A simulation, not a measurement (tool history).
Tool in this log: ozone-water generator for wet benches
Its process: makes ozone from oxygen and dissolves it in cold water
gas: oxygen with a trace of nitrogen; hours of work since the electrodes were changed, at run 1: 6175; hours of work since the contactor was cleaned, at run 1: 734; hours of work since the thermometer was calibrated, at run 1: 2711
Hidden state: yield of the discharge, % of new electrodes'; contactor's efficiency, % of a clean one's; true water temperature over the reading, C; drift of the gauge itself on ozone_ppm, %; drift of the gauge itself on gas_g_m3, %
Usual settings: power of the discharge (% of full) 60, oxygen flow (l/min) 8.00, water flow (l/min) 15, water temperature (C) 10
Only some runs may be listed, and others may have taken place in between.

| run | day | power of the discharge (% of full) | oxygen flow (l/min) | water flow (l/min) | water temperature (C) | hours of work since the electrodes were changed | hours of work since the contactor was cleaned | hours of work since the thermometer was calibrated | dissolved ozone (ppm) | ozone in the gas ahead of the water (g/m3) |
|---|---|---|---|---|---|---|---|---|---|---|
| 1 | 0.000 | 60 | 8.00 | 15 | 10 | 6175 | 734 | 2711 | 21.0 | 155.1 |
| 2 | 7.912 | 60 | 8.00 | 15 | 5 | 6336 | 894 | 2872 | 23.2 | 154.6 |
| 3 | 15.554 | 60 | 8.00 | 15 | 5 | 6490 | 1049 | 3027 | 23.0 | 156.5 |
| 4 | 21.083 | 60 | 8.00 | 15 | 5 | 6602 | 1161 | 3139 | 23.0 | 156.3 |
| 5 | 30.800 | 60 | 8.00 | 15 | 10 | 6799 | 1358 | 3335 | 21.0 | 152.5 |
| 6 | 37.550 | 60 | 8.00 | 15 | 10 | 6936 | 1494 | 3472 | 20.9 | 153.4 |
| 7 | 43.425 | 60 | 8.00 | 22 | 10 | 7055 | 1613 | 3591 | 14.7 | 153.3 |
| 8 | 52.200 | 60 | 8.00 | 15 | 10 | 7233 | 1791 | 3769 | 20.7 | 152.9 |
| 9 | 57.575 | 63 | 8.00 | 15 | 10 | 7342 | 1900 | 3878 | 21.3 | 158.2 |
| 10 | 62.025 | 63 | 8.00 | 22 | 10 | 7432 | 1990 | 3968 | 15.3 | 159.0 |
|  | 63.550 | water thermometer calibrated |
| 11 | 71.321 | 63 | 6.71 | 22 | 10 | 7620 | 2178 | 157 | 14.7 | 166.9 |
| 12 | 80.575 | 60 | 8.00 | 15 | 10 | 7807 | 2366 | 345 | 20.5 | 151.9 |
| 13 | 88.271 | 60 | 8.00 | 15 | 10 | 7963 | 2522 | 501 | 20.5 | 151.2 |
| 14 | 94.996 | 60 | 8.00 | 15 | 10 | 8099 | 2658 | 637 | 20.3 | 150.2 |
|  | 100.342 | contactor cleaned |
| 15 | 101.812 | 60 | 8.00 | 15 | 10 | 8234 | 30 | 772 | 20.4 | 151.5 |
| 16 | 110.583 | 60 | 8.00 | 15 | 10 | 8412 | 207 | 949 | 20.5 | 150.4 |
| 17 | 119.775 | 60 | 7.30 | 13 | 10 | 8598 | 394 | 1136 | 22.6 | 151.4 |
| 18 | 125.071 | 60 | 7.30 | 11 | 10 | 8705 | 501 | 1243 | 25.6 | 152.9 |
|  | 128.642 | electrodes of the discharge changed |
| 19 | 130.567 | 77 | 13.48 | 14 | 10 | 39 | 607 | 1349 | 32.1 | 184.7 |
| 20 | 139.225 | 77 | 13.48 | 14 | 14 | 214 | 783 | 1525 | 28.9 | 185.4 |
| 21 | 146.250 | 77 | 13.48 | 14 | 14 | 357 | 925 | 1667 | 29.1 | 184.3 |
| 22 | 152.262 | 77 | 10.69 | 10 | 14 | 479 | 1047 | 1789 | 36.0 | 198.2 |
| 23 | 161.342 | 77 | 10.69 | 10 | 14 | 662 | 1231 | 1973 | 35.8 | 197.3 |
| 24 | 170.342 | 77 | 10.69 | 10 | 14 | 845 | 1413 | 2155 | 36.0 | 196.2 |
| 25 | 179.200 | 77 | 10.69 | 20 | 14 | 1024 | 1593 | 2335 | 22.1 | 194.1 |
| 26 | 185.333 | 77 | 10.69 | 20 | 14 | 1148 | 1717 | 2459 | 22.1 | 191.0 |
| 27 | 191.133 | 46 | 5.47 | 11 | 10 | 1266 | 1834 | 2576 | 22.1 | 152.9 |

Forecast run 28:
| 28 | 197.600 | 46 | 5.47 | 11 | 10 | 1397 | 1965 | 2707 | ? | ? |

{"run 28": {"dissolved ozone (ppm)": 22.3, "ozone in the gas ahead of the water (g/m3)": 154.1}}
Take away the tool's hidden state, keep the run-to-run variation as it was, and the same run would have given dissolved ozone (ppm) 23.2, ozone in the gas ahead of the water (g/m3) 156.3.

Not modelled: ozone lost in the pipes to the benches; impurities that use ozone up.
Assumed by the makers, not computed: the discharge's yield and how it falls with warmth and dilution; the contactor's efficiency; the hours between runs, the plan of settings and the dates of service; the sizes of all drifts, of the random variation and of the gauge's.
